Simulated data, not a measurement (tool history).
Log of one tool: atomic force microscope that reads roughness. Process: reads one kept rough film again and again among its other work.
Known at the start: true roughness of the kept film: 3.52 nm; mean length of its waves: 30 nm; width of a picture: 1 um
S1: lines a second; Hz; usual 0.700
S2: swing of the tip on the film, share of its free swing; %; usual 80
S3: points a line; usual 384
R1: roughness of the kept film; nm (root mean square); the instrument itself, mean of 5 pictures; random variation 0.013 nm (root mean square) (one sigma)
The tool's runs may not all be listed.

run,day,S1,S2,S3,R1
1,0.000,0.700,80,384,2.656
2,0.338,0.700,80,384,2.635
3,0.588,0.700,80,811,2.640
4,0.833,0.700,80,811,2.627
5,1.321,0.700,80,384,2.570
6,1.650,0.700,76,384,2.547
7,1.908,0.700,76,384,2.554
8,2.112,0.700,76,384,2.516
9,2.367,0.700,76,384,2.527
10,2.600,0.700,80,384,2.482
11,3.054,0.700,80,384,2.451
12,3.508,0.700,80,384,2.430
13,3.917,0.700,80,384,2.400
14,4.175,0.700,80,384,2.409
15,4.662,0.700,80,384,2.345
16,5.079,1.116,80,942,2.295
17,5.317,1.116,80,942,2.307
18,5.608,1.116,80,942,2.264
19,6.104,1.116,80,942,2.233
20,6.546,1.950,80,942,2.146
21,6.829,1.950,80,942,2.137
# day 6.988: new tip fitted
22,7.338,0.714,80,667,3.007
23,7.642,0.589,59,659,3.072
24,8.029,0.589,59,659,3.024
25,8.512,0.603,59,486,2.986
26,8.796,0.612,80,563,2.911
27,9.058,1.279,58,424,2.897
28,9.475,0.707,65,953,2.898
29,9.683,0.574,75,897,2.831

Forecast each of these 4 alternatives for the next run:
A,9.971,1.783,70,939,?
B,9.971,0.501,68,490,?
C,9.971,0.572,75,305,?
D,9.971,1.954,75,897,?

run,R1
A,2.748
B,2.838
C,2.784
D,2.671
Without the tool's hidden state the same runs would have given:
run,R1
A,3.026
B,3.124
C,3.065
D,2.942
